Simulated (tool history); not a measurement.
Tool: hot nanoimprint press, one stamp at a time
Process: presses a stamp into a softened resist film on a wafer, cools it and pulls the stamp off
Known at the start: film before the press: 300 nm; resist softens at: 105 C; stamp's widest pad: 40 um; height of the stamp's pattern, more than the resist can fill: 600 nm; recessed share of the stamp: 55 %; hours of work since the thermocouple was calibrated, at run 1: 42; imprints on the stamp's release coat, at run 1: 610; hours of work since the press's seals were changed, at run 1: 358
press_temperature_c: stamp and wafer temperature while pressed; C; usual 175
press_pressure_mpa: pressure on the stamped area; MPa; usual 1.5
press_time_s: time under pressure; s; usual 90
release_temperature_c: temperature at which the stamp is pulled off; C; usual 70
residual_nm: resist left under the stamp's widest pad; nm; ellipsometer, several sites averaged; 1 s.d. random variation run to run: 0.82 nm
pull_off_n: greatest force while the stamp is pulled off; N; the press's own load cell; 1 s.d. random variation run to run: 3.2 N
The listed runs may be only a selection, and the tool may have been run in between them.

run	hour	press_temperature_c	press_pressure_mpa	press_time_s	release_temperature_c	hours of work since the thermocouple was calibrated	imprints on the stamp's release coat	hours of work since the press's seals were changed	residual_nm	pull_off_n
1	0	175	1.5	90	70	42	610	358	167.2	179
2	9.8	182	1.5	90	70	50	636	366	127.3	177
3	21.2	175	1.47	90	70	58	666	374	170.2	185
4	32.3	175	1.47	90	70	67	696	383	167.8	184
5	45.8	175	1.47	90	70	77	732	393	168.3	188
6	53.4	175	1.47	90	70	83	752	399	167.1	187
7	60.4	175	1.5	90	70	88	771	404	166.2	187
8	69	175	1.5	90	70	95	794	411	167.8	196
9	82.7	175	1.5	90	70	105	830	421	168	192
10	89.7	170	1.5	90	70	111	849	427	199.9	197
11	102.8	176	1.5	90	70	121	884	437	161.1	187
12	113.6	175	1.5	179	70	129	913	445	131.3	192
13	127.7	175	1.5	90	70	140	950	456	167.2	199
14	139.9	175	1.5	90	65	149	983	465	167.2	215
15	148.8	175	1.5	90	65	156	1007	472	166.5	216
16	164.6	176	1.43	97	65	168	1049	484	158.7	216

Estimate the outcome of run 17 from the log above:
17	177.4	176	1.43	114	65	178	1083	494	?	?

Run 17 came out at residual_nm 150.3 nm, pull_off_n 221 N.
Take away the tool's hidden state, keep the run-to-run variation as it was, and the same run would have given residual_nm 151.4 nm, pull_off_n 168 N.

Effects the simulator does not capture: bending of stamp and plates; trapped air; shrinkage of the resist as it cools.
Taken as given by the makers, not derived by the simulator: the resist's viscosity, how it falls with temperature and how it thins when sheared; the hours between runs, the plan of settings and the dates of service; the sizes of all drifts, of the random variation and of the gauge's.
